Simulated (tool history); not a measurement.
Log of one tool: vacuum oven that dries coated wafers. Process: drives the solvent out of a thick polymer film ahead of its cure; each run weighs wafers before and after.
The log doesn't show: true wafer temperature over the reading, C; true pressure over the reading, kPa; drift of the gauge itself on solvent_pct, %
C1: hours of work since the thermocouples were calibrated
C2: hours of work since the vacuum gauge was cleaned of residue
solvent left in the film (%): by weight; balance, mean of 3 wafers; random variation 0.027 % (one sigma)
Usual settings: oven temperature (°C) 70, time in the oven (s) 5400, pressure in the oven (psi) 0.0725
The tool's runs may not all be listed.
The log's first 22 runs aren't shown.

Run 23, hour 776.8: usual settings but oven temperature (°C) 64, time in the oven (s) 8520, pressure in the oven (psi) 0.0947; C1 500; C2 940. Result: solvent left in the film (%) 1.93.
Run 24, hour 801.5: usual settings but oven temperature (°C) 64, time in the oven (s) 8520, pressure in the oven (psi) 0.0947; C1 511; C2 952. Result: solvent left in the film (%) 1.92.
Run 25, hour 832.3: usual settings but oven temperature (°C) 57, time in the oven (s) 4320, pressure in the oven (psi) 0.0687; C1 525; C2 966. Result: solvent left in the film (%) 7.9.
Run 26, hour 875.4: usual settings but oven temperature (°C) 57, time in the oven (s) 4320, pressure in the oven (psi) 0.0687; C1 545; C2 985. Result: solvent left in the film (%) 7.89.
Run 27, hour 918.6: usual settings but oven temperature (°C) 61, pressure in the oven (psi) 0.2189; C1 564; C2 1005. Result: solvent left in the film (%) 5.77.
Run 28, hour 956.8: usual settings but oven temperature (°C) 82, pressure in the oven (psi) 0.0841; C1 582; C2 1022. Result: solvent left in the film (%) 0.57.
Run 29, hour 975.2: usual settings but oven temperature (°C) 58, time in the oven (s) 6060, pressure in the oven (psi) 0.0841; C1 590; C2 1030. Result: solvent left in the film (%) 5.35.
Run 30, hour 1002: usual settings but oven temperature (°C) 58, time in the oven (s) 6060, pressure in the oven (psi) 0.0841; C1 602; C2 1042. Result: solvent left in the film (%) 5.27.
Run 31, hour 1032: usual settings but oven temperature (°C) 83, time in the oven (s) 6060, pressure in the oven (psi) 0.0379; C1 616; C2 1056. Result: solvent left in the film (%) 0.28.
Run 32, hour 1066.6: usual settings but oven temperature (°C) 83, time in the oven (s) 6060, pressure in the oven (psi) 0.0379; C1 631; C2 1072. Result: solvent left in the film (%) 0.36.
Run 33, hour 1107.5: usual settings but oven temperature (°C) 71, time in the oven (s) 6360, pressure in the oven (psi) 0.0615; C1 650; C2 1090. Result: solvent left in the film (%) 1.16.

4 ways to go on from here, each from the tool as it stands after run 33. What would each give?
At hour 1122.8: vacuum gauge cleaned of residue and calibrated.
Run A, hour 1139.3: usual settings but time in the oven (s) 3720, pressure in the oven (psi) 0.1302; C1 664; C2 7. Result: solvent left in the film (%) ?.
At hour 1122.8: vacuum gauge cleaned of residue and calibrated.
Run B, hour 1139.3: usual settings but oven temperature (°C) 59, pressure in the oven (psi) 0.2239; C1 664; C2 7. Result: solvent left in the film (%) ?.
At hour 1122.8: vacuum gauge cleaned of residue and calibrated.
Run C, hour 1139.3: usual settings but oven temperature (°C) 62, time in the oven (s) 6540, pressure in the oven (psi) 0.0721; C1 664; C2 7. Result: solvent left in the film (%) ?.
At hour 1122.8: vacuum gauge cleaned of residue and calibrated.
Run D, hour 1139.3: usual settings but oven temperature (°C) 75; C1 664; C2 7. Result: solvent left in the film (%) ?.

run  solvent left in the film (%)
  A                          3.45
  B                          6.34
  C                          2.89
  D                          0.86
Without the tool's hidden state the same runs would have given:
run  solvent left in the film (%)
  A                          3.69
  B                          6.67
  C                          3.12
  D                          0.94
